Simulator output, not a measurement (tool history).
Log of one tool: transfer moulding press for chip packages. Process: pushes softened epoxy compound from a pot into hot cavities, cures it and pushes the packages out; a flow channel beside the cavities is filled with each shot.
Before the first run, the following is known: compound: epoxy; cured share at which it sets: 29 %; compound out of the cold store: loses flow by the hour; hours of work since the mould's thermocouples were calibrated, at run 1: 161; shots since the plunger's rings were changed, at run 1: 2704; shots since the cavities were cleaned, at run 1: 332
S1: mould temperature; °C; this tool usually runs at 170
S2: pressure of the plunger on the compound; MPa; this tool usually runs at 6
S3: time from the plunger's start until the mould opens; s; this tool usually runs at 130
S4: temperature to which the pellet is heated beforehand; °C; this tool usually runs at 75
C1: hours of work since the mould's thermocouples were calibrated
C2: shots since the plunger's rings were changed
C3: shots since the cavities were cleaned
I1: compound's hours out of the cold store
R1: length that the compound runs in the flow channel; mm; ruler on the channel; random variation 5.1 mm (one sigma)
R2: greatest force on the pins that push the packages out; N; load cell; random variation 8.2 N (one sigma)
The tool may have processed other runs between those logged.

run	hour	S1	S2	S3	S4	C1	C2	C3	I1	R1	R2
1	0	170	6	130	75	161	2704	332	26.5	839	606
2	9.5	170	6	130	75	168	2806	434	35.8	809	612
3	16.4	170	6	130	75	172	2879	507	29.4	817	647
4	27.2	170	6	130	75	180	2994	622	15.3	868	683
5	42.1	170	6	130	75	190	3153	781	33.6	818	711
6	55.9	170	6	130	75	199	3299	927	23.5	833	706
# hour 58.5: cavities cleaned with cleaning compound and waxed
7	69	170	6	130	75	207	3424	112	21.4	835	466
8	76.9	170	6	130	75	213	3507	195	18.2	853	514
9	87.9	170	6	130	75	221	3625	313	22.2	837	600
10	100.3	170	6	130	75	229	3756	444	15.9	858	632
11	108.7	170	6	130	75	235	3846	534	28.5	823	666
# hour 111.6: mould's thermocouples calibrated
12	116.8	170	6	130	75	4	3912	600	27.4	820	694
13	124.1	170	7.31	130	75	9	3989	677	41.4	860	712
14	137.7	164	6	130	75	18	4134	822	34.9	814	1183
15	146.4	170	6	130	83	24	4226	914	37.4	785	716
# hour 149.7: cavities cleaned with cleaning compound and waxed
16	158.8	170	7.31	130	75	31	4342	96	34.7	872	465
# hour 163.1: mould's thermocouples calibrated, once more
17	175.3	170	7.31	130	75	8	4497	251	26.1	903	533
18	186	170	7.31	130	75	16	4610	364	33.4	875	573
19	198.6	170	6.26	130	65	24	4745	499	16.6	855	643
20	212	170	6.26	130	65	34	4888	642	24.2	828	683
21	226.9	174	6.26	130	65	44	5046	800	23	816	578
22	237.6	175	5.76	130	78	51	5161	915	25.3	766	586
# hour 240.9: cavities cleaned with cleaning compound and waxed
23	247.1	175	5.76	130	78	57	5246	66	34.1	741	354
24	258.7	164	6.26	130	78	65	5369	189	34.8	815	713
25	265.5	163	4.79	131	71	69	5441	261	15.2	766	956
26	274.3	173	4.84	119	83	76	5535	355	37.2	684	558
27	287.6	162	6.01	158	75	85	5677	497	42.6	777	758
28	300.8	170	4.63	166	84	94	5818	638	20.4	705	559
29	315.7	175	6	130	69	104	5977	797	35.8	747	574

Below are 3 alternative next runs, each starting from the tool's condition after run 29. Predict each:
A	327.2	166	7.22	130	71	112	6099	919	46	?	?
B	327.2	168	6	117	75	112	6099	919	38.1	?	?
C	327.2	170	5.21	150	79	112	6099	919	12.2	?	?

run	R1	R2
A	829	934
B	759	963
C	769	609
With the hidden condition removed and each run's random variation left untouched, the same runs would have given:
run	R1	R2
A	926	464
B	848	475
C	858	305

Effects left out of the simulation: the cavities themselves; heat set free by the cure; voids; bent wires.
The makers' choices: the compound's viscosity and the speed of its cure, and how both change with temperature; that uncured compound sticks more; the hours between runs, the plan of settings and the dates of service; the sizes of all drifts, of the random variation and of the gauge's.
